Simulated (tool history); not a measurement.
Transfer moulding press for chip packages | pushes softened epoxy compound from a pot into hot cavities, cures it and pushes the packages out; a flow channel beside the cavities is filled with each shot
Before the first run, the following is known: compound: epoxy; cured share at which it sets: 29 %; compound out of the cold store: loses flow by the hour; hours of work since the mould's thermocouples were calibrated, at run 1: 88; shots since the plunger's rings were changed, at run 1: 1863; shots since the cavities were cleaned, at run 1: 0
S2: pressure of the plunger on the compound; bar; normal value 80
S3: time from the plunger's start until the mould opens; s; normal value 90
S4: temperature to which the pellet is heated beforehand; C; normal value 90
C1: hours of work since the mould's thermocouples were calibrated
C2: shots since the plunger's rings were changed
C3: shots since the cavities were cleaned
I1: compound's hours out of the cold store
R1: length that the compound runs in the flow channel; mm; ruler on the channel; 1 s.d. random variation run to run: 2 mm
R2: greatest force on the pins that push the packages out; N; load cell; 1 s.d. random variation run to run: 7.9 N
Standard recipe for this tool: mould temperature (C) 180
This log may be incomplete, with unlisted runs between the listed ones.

Run 1, hour 0: usual settings; C1 88; C2 1863; C3 0; I1 32.2. Result: R1 862 mm, R2 348 N.
Run 2, hour 16.1: usual settings; C1 95; C2 2002; C3 139; I1 26.3. Result: R1 882 mm, R2 465 N.
Run 3, hour 36.6: usual settings; C1 103; C2 2179; C3 316; I1 44.7. Result: R1 820 mm, R2 591 N.
Run 4, hour 57.9: usual settings but S4 98 C; C1 112; C2 2362; C3 499; I1 41.3. Result: R1 830 mm, R2 602 N.
Run 5, hour 74.1: usual settings but S4 98 C; C1 119; C2 2501; C3 638; I1 40.8. Result: R1 830 mm, R2 633 N.
At hour 87.9: cavities cleaned with cleaning compound and waxed.
Run 6, hour 89.6: usual settings but S3 78 s, S4 98 C; C1 124; C2 2622; C3 15; I1 47.6. Result: R1 807 mm, R2 462 N.
Run 7, hour 107.4: usual settings; C1 132; C2 2775; C3 168; I1 41.9. Result: R1 824 mm, R2 473 N.
At hour 118.8: plunger's sealing rings changed.
Run 8, hour 128.6: usual settings; C1 139; C2 85; C3 329; I1 18.8. Result: R1 920 mm, R2 585 N.
Run 9, hour 146.9: usual settings; C1 147; C2 242; C3 486; I1 38.5. Result: R1 852 mm, R2 629 N.
Run 10, hour 162.7: usual settings; C1 153; C2 378; C3 622; I1 17.8. Result: R1 919 mm, R2 698 N.
Run 11, hour 171.9: usual settings; C1 157; C2 457; C3 701; I1 23.2. Result: R1 901 mm, R2 686 N.
At hour 179.5: cavities cleaned with cleaning compound and waxed.
Run 12, hour 190.3: usual settings; C1 164; C2 602; C3 93; I1 40.6. Result: R1 842 mm, R2 400 N.
Run 13, hour 203.5: usual settings but mould temperature (C) 183; C1 169; C2 716; C3 207; I1 11.6. Result: R1 932 mm, R2 459 N.
Run 14, hour 219.6: usual settings but mould temperature (C) 183; C1 176; C2 854; C3 345; I1 17.3. Result: R1 910 mm, R2 518 N.
Run 15, hour 231.5: usual settings but mould temperature (C) 185, S3 124 s; C1 181; C2 957; C3 448; I1 8.2. Result: R1 940 mm, R2 490 N.
Run 16, hour 243: usual settings but mould temperature (C) 185, S3 124 s; C1 185; C2 1056; C3 547; I1 15.1. Result: R1 913 mm, R2 499 N.
Run 17, hour 260.2: usual settings but S2 93.1 bar, S4 82 C; C1 192; C2 1204; C3 695; I1 41.6. Result: R1 902 mm, R2 687 N.
At hour 267.8: cavities cleaned with cleaning compound and waxed.
Run 18, hour 272.7: usual settings but S2 71.8 bar; C1 197; C2 1298; C3 42; I1 26.7. Result: R1 835 mm, R2 380 N.
Run 19, hour 286: usual settings but S2 71.8 bar; C1 202; C2 1412; C3 156; I1 26. Result: R1 840 mm, R2 461 N.
Run 20, hour 304.8: usual settings but S2 71.8 bar; C1 210; C2 1575; C3 319; I1 28.2. Result: R1 830 mm, R2 567 N.
Run 21, hour 325: usual settings but S2 67.5 bar, S4 97 C; C1 218; C2 1749; C3 493; I1 21.2. Result: R1 826 mm, R2 608 N.
Run 22, hour 338.5: usual settings but S2 67.5 bar, S4 97 C; C1 224; C2 1865; C3 609; I1 43.8. Result: R1 754 mm, R2 619 N.
At hour 356.3: cavities cleaned with cleaning compound and waxed.
Run 23, hour 360.5: usual settings but S2 67.5 bar, S4 96 C; C1 232; C2 2041; C3 36; I1 11.6. Result: R1 855 mm, R2 367 N.
Run 24, hour 372.9: usual settings but S2 67.5 bar, S4 96 C; C1 237; C2 2148; C3 143; I1 36.6. Result: R1 771 mm, R2 437 N.
Run 25, hour 390.9: usual settings but mould temperature (C) 187, S2 94.4 bar, S3 117 s, S4 96 C; C1 245; C2 2302; C3 297; I1 19.5. Result: R1 960 mm, R2 447 N.
Run 26, hour 402: usual settings but mould temperature (C) 187, S2 94.4 bar, S3 117 s, S4 96 C; C1 249; C2 2398; C3 393; I1 18.5. Result: R1 963 mm, R2 460 N.

Forecast run 27:
Run 27, hour 416.7: usual settings but mould temperature (C) 172, S2 96.1 bar; C1 255; C2 2525; C3 520; I1 41.7. Result: R1 ?, R2 ?.

R1: 925 mm
R2: 958 N
Take away the tool's hidden state, keep the run-to-run variation as it was, and the same run would have given R1 950 mm, R2 505 N.
